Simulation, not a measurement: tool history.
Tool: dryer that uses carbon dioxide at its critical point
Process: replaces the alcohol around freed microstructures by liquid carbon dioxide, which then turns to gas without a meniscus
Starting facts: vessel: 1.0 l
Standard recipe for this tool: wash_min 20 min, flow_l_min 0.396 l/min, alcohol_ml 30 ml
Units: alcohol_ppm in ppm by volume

{"run": 1, "day": 0.0, "wash_min": 20, "flow_l_min": 0.396, "alcohol_ml": 30, "alcohol_ppm": 309}
{"day": 0.662, "done": "purifier's bed changed"}
{"run": 2, "day": 2.125, "wash_min": 20, "flow_l_min": 0.396, "alcohol_ml": 30, "alcohol_ppm": 57}
{"run": 3, "day": 4.942, "wash_min": 20, "flow_l_min": 0.396, "alcohol_ml": 30, "alcohol_ppm": 76}
{"run": 4, "day": 7.1, "wash_min": 20, "flow_l_min": 0.396, "alcohol_ml": 30, "alcohol_ppm": 98}
{"run": 5, "day": 9.217, "wash_min": 20, "flow_l_min": 0.396, "alcohol_ml": 30, "alcohol_ppm": 122}
{"day": 10.829, "done": "inlet filter changed"}
{"run": 6, "day": 10.912, "wash_min": 19, "flow_l_min": 0.396, "alcohol_ml": 30, "alcohol_ppm": 126}
{"run": 7, "day": 12.275, "wash_min": 19, "flow_l_min": 0.396, "alcohol_ml": 30, "alcohol_ppm": 130}
{"run": 8, "day": 14.125, "wash_min": 19, "flow_l_min": 0.396, "alcohol_ml": 30, "alcohol_ppm": 149}
{"run": 9, "day": 16.512, "wash_min": 20, "flow_l_min": 0.396, "alcohol_ml": 41, "alcohol_ppm": 177}
{"run": 10, "day": 17.975, "wash_min": 20, "flow_l_min": 0.396, "alcohol_ml": 41, "alcohol_ppm": 184}
{"run": 11, "day": 19.321, "wash_min": 20, "flow_l_min": 0.396, "alcohol_ml": 41, "alcohol_ppm": 193}
{"run": 12, "day": 21.267, "wash_min": 20, "flow_l_min": 0.396, "alcohol_ml": 30, "alcohol_ppm": 200}
{"run": 13, "day": 23.946, "wash_min": 20, "flow_l_min": 0.396, "alcohol_ml": 30, "alcohol_ppm": 200}
{"run": 14, "day": 26.729, "wash_min": 24, "flow_l_min": 0.396, "alcohol_ml": 25, "alcohol_ppm": 203}
{"day": 29.192, "done": "inlet filter changed"}
{"run": 15, "day": 29.192, "wash_min": 30, "flow_l_min": 0.276, "alcohol_ml": 30, "alcohol_ppm": 232}

Run 16 is up next; what results do you expect?
{"run": 16, "day": 30.762, "wash_min": 25, "flow_l_min": 0.487, "alcohol_ml": 96, "alcohol_ppm": "?"}

alcohol_ppm: 226 ppm by volume
Minus the tool's unlogged condition, the same run would have read alcohol_ppm 14 ppm by volume.
